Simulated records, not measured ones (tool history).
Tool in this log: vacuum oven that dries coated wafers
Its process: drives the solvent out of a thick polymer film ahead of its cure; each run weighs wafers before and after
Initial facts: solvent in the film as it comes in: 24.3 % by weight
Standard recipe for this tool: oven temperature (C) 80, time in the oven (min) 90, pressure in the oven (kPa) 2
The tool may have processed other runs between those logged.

| run | hour | oven temperature (C) | time in the oven (min) | pressure in the oven (kPa) | solvent left in the film (%) |
|---|---|---|---|---|---|
| 1 | 0 | 80 | 90 | 2 | 5.08 |
| 2 | 76.1 | 80 | 90 | 2 | 5.15 |
| 3 | 152.4 | 80 | 90 | 2 | 5.19 |
| 4 | 234.9 | 80 | 90 | 2 | 5.15 |
| 5 | 278.5 | 80 | 90 | 2 | 5.16 |
| 6 | 357.8 | 80 | 90 | 2 | 5.13 |
| 7 | 399.8 | 80 | 90 | 2 | 5.13 |
| 8 | 466.8 | 80 | 90 | 3.75 | 7.19 |
| 9 | 544.9 | 80 | 90 | 1.12 | 4.12 |
| 10 | 604.7 | 80 | 90 | 1.12 | 4.08 |
| 11 | 656.4 | 80 | 90 | 2 | 5.15 |
| 12 | 711.2 | 80 | 90 | 2 | 5.15 |
| 13 | 781.2 | 75 | 90 | 2 | 7.25 |
| 14 | 851.8 | 67 | 90 | 2 | 11.13 |
| 15 | 899.9 | 67 | 90 | 2.64 | 12.02 |
| 16 | 984 | 67 | 90 | 2.64 | 12.04 |
|  | 1052.3 | oven's thermocouples calibrated |
| 17 | 1062.7 | 67 | 90 | 2.64 | 12 |
| 18 | 1137.9 | 67 | 90 | 2.64 | 12.08 |
| 19 | 1202 | 85 | 90 | 2 | 3.57 |
| 20 | 1278.3 | 85 | 90 | 2 | 3.52 |
| 21 | 1329.8 | 85 | 90 | 2 | 3.56 |
| 22 | 1387.9 | 85 | 90 | 2 | 3.54 |
|  | 1452.7 | vacuum gauge cleaned of residue and calibrated |
| 23 | 1469.9 | 85 | 90 | 2 | 3.55 |
| 24 | 1530.4 | 85 | 90 | 2 | 3.52 |
| 25 | 1609.9 | 93 | 90 | 6.04 | 5.17 |
| 26 | 1682.1 | 93 | 110 | 6.04 | 5.03 |
| 27 | 1732.9 | 93 | 110 | 6.04 | 5.02 |
| 28 | 1800.1 | 71 | 110 | 1.95 | 7.81 |
| 29 | 1843.9 | 71 | 110 | 1.95 | 7.84 |
| 30 | 1919 | 79 | 72 | 1.95 | 6.71 |
| 31 | 2014.3 | 65 | 141 | 5.08 | 15.49 |
| 32 | 2068 | 66 | 128 | 2 | 9.53 |
| 33 | 2134.1 | 69 | 90 | 4.85 | 14.38 |
| 34 | 2214.7 | 77 | 101 | 1.96 | 5.65 |
| 35 | 2304.7 | 68 | 51 | 2 | 13.79 |
| 36 | 2373.4 | 87 | 64 | 2 | 4.33 |
| 37 | 2460.7 | 82 | 64 | 2 | 6.19 |
| 38 | 2544.9 | 82 | 64 | 2 | 6.18 |
| 39 | 2597.8 | 82 | 64 | 2 | 6.14 |
| 40 | 2683.6 | 82 | 64 | 2 | 6.18 |
| 41 | 2775.4 | 75 | 147 | 2 | 4.8 |
| 42 | 2863.4 | 84 | 67 | 2.34 | 5.48 |
| 43 | 2924.7 | 94 | 90 | 1.52 | 1.44 |
| 44 | 2986.3 | 94 | 90 | 1.52 | 1.47 |
| 45 | 3055.9 | 73 | 54 | 2 | 11.2 |
| 46 | 3095.5 | 92 | 90 | 2 | 2.11 |

Forecast each of these 4 alternatives for the next run:
| A | 3138.5 | 75 | 148 | 5.44 | ? |
| B | 3138.5 | 77 | 84 | 1.38 | ? |
| C | 3138.5 | 92 | 90 | 2.54 | ? |
| D | 3138.5 | 92 | 86 | 2 | ? |

| run | solvent left in the film (%) |
|---|---|
| A | 10.08 |
| B | 5.96 |
| C | 2.54 |
| D | 2.18 |
With the hidden condition removed and each run's random variation left untouched, the same runs would have given:
| run | solvent left in the film (%) |
|---|---|
| A | 10.1 |
| B | 5.97 |
| C | 2.54 |
| D | 2.19 |

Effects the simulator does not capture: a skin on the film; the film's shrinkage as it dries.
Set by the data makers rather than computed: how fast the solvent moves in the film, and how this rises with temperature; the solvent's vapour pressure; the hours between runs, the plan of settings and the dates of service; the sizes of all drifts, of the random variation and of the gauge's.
